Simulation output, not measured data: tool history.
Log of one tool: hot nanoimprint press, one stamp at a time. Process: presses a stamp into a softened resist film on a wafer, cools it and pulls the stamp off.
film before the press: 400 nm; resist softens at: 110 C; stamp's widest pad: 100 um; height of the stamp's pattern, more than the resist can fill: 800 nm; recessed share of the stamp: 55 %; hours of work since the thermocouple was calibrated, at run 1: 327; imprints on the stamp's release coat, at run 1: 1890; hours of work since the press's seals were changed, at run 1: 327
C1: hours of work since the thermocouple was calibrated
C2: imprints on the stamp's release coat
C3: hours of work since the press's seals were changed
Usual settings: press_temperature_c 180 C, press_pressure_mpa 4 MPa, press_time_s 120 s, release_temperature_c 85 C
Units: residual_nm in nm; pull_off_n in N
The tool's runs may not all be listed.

Run 1, hour 0: usual settings; C1 327; C2 1890; C3 327. Result: residual_nm 164.6 nm, pull_off_n 115 N.
At hour 8.4: stamp cleaned and given a new release coat.
Run 2, hour 46.9: usual settings; C1 354; C2 145; C3 354. Result: residual_nm 164.9 nm, pull_off_n 116 N.
Run 3, hour 82.1: usual settings; C1 377; C2 277; C3 377. Result: residual_nm 165.3 nm, pull_off_n 113 N.
Run 4, hour 104.4: usual settings; C1 391; C2 360; C3 391. Result: residual_nm 164.7 nm, pull_off_n 115 N.
Run 5, hour 126.5: usual settings; C1 405; C2 443; C3 405. Result: residual_nm 164.3 nm, pull_off_n 115 N.
Run 6, hour 168: usual settings; C1 432; C2 598; C3 432. Result: residual_nm 164.2 nm, pull_off_n 115 N.
At hour 196.7: plate thermocouple calibrated.
Run 7, hour 203.7: usual settings but press_temperature_c 169 C; C1 5; C2 721; C3 453. Result: residual_nm 229.1 nm, pull_off_n 113 N.
Run 8, hour 223.5: usual settings but press_temperature_c 169 C; C1 17; C2 795; C3 466. Result: residual_nm 231.9 nm, pull_off_n 111 N.
Run 9, hour 242.7: usual settings but press_temperature_c 169 C; C1 30; C2 867; C3 479. Result: residual_nm 231.2 nm, pull_off_n 116 N.
Run 10, hour 266.9: usual settings but press_temperature_c 169 C; C1 46; C2 957; C3 494. Result: residual_nm 231.3 nm, pull_off_n 119 N.
Run 11, hour 303: usual settings but press_pressure_mpa 5.21 MPa; C1 69; C2 1092; C3 518. Result: residual_nm 144.1 nm, pull_off_n 110 N.
Run 12, hour 322.3: usual settings but press_pressure_mpa 5.21 MPa, press_time_s 84 s; C1 81; C2 1165; C3 530. Result: residual_nm 164 nm, pull_off_n 114 N.
Run 13, hour 344.1: usual settings; C1 96; C2 1246; C3 544. Result: residual_nm 162.8 nm, pull_off_n 110 N.
Run 14, hour 379.6: usual settings but release_temperature_c 72 C; C1 119; C2 1379; C3 567. Result: residual_nm 163.5 nm, pull_off_n 137 N.
Run 15, hour 408.2: usual settings but release_temperature_c 72 C; C1 137; C2 1486; C3 586. Result: residual_nm 164.7 nm, pull_off_n 137 N.
Run 16, hour 434.8: usual settings but release_temperature_c 72 C; C1 154; C2 1586; C3 603. Result: residual_nm 162.7 nm, pull_off_n 137 N.
Run 17, hour 474: usual settings but release_temperature_c 93 C; C1 180; C2 1733; C3 629. Result: residual_nm 164.5 nm, pull_off_n 99 N.
Run 18, hour 503.7: usual settings but release_temperature_c 93 C; C1 199; C2 1844; C3 648. Result: residual_nm 165 nm, pull_off_n 104 N.
At hour 524.2: stamp cleaned and given a new release coat.
Run 19, hour 551.9: usual settings but release_temperature_c 93 C; C1 226; C2 104; C3 675. Result: residual_nm 163.9 nm, pull_off_n 97 N.
Run 20, hour 577.5: usual settings but press_pressure_mpa 5.29 MPa; C1 243; C2 200; C3 692. Result: residual_nm 140.9 nm, pull_off_n 113 N.
Run 21, hour 611.5: usual settings but press_pressure_mpa 5.29 MPa; C1 265; C2 327; C3 714. Result: residual_nm 141.5 nm, pull_off_n 115 N.
Run 22, hour 640.3: usual settings but press_pressure_mpa 4.22 MPa, press_time_s 128 s; C1 284; C2 435; C3 733. Result: residual_nm 154.6 nm, pull_off_n 113 N.
Run 23, hour 672.9: usual settings but press_pressure_mpa 4.22 MPa, press_time_s 128 s; C1 305; C2 557; C3 754. Result: residual_nm 155.7 nm, pull_off_n 113 N.
Run 24, hour 713.6: usual settings but press_pressure_mpa 4.22 MPa, press_time_s 128 s; C1 331; C2 710; C3 780. Result: residual_nm 154.7 nm, pull_off_n 113 N.
Run 25, hour 750.1: usual settings but press_pressure_mpa 4.35 MPa, press_time_s 78 s; C1 355; C2 846; C3 804. Result: residual_nm 183.9 nm, pull_off_n 116 N.
Run 26, hour 771.6: usual settings but press_pressure_mpa 3.5 MPa, release_temperature_c 73 C; C1 369; C2 927; C3 818. Result: residual_nm 173.6 nm, pull_off_n 139 N.
Run 27, hour 812.7: usual settings but press_temperature_c 182 C, press_pressure_mpa 6.17 MPa, press_time_s 149 s, release_temperature_c 90 C; C1 395; C2 1081; C3 844. Result: residual_nm 112 nm, pull_off_n 104 N.
Run 28, hour 842.2: usual settings but press_temperature_c 187 C, press_pressure_mpa 4.39 MPa; C1 415; C2 1191; C3 863. Result: residual_nm 125.8 nm, pull_off_n 117 N.
Run 29, hour 865: usual settings but press_temperature_c 176 C; C1 429; C2 1277; C3 878. Result: residual_nm 181.2 nm, pull_off_n 114 N.

Forecast each of these 3 alternatives for the next run:
At hour 896.3: plate thermocouple calibrated.
Run A, hour 901.9: usual settings but press_temperature_c 176 C, press_pressure_mpa 3.18 MPa, release_temperature_c 78 C; C1 4; C2 1404; C3 900. Result: residual_nm ?, pull_off_n ?.
At hour 896.3: plate thermocouple calibrated.
Run B, hour 901.9: usual settings but press_temperature_c 181 C, press_time_s 211 s, release_temperature_c 84 C; C1 4; C2 1404; C3 900. Result: residual_nm ?, pull_off_n ?.
At hour 896.3: plate thermocouple calibrated.
Run C, hour 901.9: usual settings but press_time_s 113 s; C1 4; C2 1404; C3 900. Result: residual_nm ?, pull_off_n ?.

run  residual_nm  pull_off_n
  A        204.2         123
  B        126.7         115
  C        166.6         115
Without the tool's hidden state the same runs would have given:
run  residual_nm  pull_off_n
  A        207.4         121
  B        128.7         113
  C        169.2         113
